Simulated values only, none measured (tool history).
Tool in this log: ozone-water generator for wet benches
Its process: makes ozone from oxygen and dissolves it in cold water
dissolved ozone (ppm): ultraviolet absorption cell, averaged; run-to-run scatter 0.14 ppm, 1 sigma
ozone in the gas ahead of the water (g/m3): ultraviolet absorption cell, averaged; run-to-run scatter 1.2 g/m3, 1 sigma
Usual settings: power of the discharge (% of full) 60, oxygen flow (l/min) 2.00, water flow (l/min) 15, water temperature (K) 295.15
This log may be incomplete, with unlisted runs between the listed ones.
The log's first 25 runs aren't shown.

| run | hour | power of the discharge (% of full) | oxygen flow (l/min) | water flow (l/min) | water temperature (K) | hours of work since the electrodes were changed | hours of work since the contactor was cleaned | hours of work since the thermometer was calibrated | dissolved ozone (ppm) | ozone in the gas ahead of the water (g/m3) |
|---|---|---|---|---|---|---|---|---|---|---|
| 26 | 3032.7 | 64 | 1.07 | 19 | 292.15 | 2596 | 5822 | 435 | 11.9 | 326.5 |
| 27 | 3127.3 | 64 | 1.07 | 19 | 292.15 | 2663 | 5889 | 502 | 12.1 | 327.7 |
| 28 | 3269.0 | 64 | 1.07 | 19 | 292.15 | 2763 | 5989 | 602 | 11.9 | 325.4 |
| 29 | 3448.7 | 60 | 1.07 | 17 | 292.15 | 2890 | 6116 | 729 | 12.8 | 308.5 |
| 30 | 3630.5 | 49 | 2.00 | 15 | 294.15 | 3018 | 6245 | 858 | 12.8 | 175.3 |
| 31 | 3735.7 | 49 | 2.00 | 15 | 294.15 | 3093 | 6319 | 932 | 13.0 | 174.4 |
| 32 | 3890.8 | 45 | 2.09 | 21 | 295.15 | 3202 | 6429 | 1041 | 8.7 | 159.3 |
| 33 | 3978.5 | 89 | 1.16 | 9 | 292.15 | 3264 | 6491 | 1103 | 32.1 | 400.3 |
| 34 | 4106.5 | 89 | 1.04 | 9 | 292.15 | 3355 | 6581 | 1194 | 31.8 | 431.0 |

Here are 3 independent what-if runs from the current tool condition. What would each one return?
| A | 4228.1 | 60 | 2.00 | 13 | 295.15 | 3441 | 6667 | 1280 | ? | ? |
| B | 4228.1 | 60 | 2.34 | 19 | 292.15 | 3441 | 6667 | 1280 | ? | ? |
| C | 4228.1 | 46 | 1.20 | 15 | 295.15 | 3441 | 6667 | 1280 | ? | ? |

| run | dissolved ozone (ppm) | ozone in the gas ahead of the water (g/m3) |
|---|---|---|
| A | 16.7 | 202.6 |
| B | 12.6 | 184.2 |
| C | 11.6 | 229.9 |
With no hidden state in the tool, these same runs would have given:
| run | dissolved ozone (ppm) | ozone in the gas ahead of the water (g/m3) |
|---|---|---|
| A | 18.1 | 209.6 |
| B | 13.8 | 190.6 |
| C | 12.5 | 235.9 |
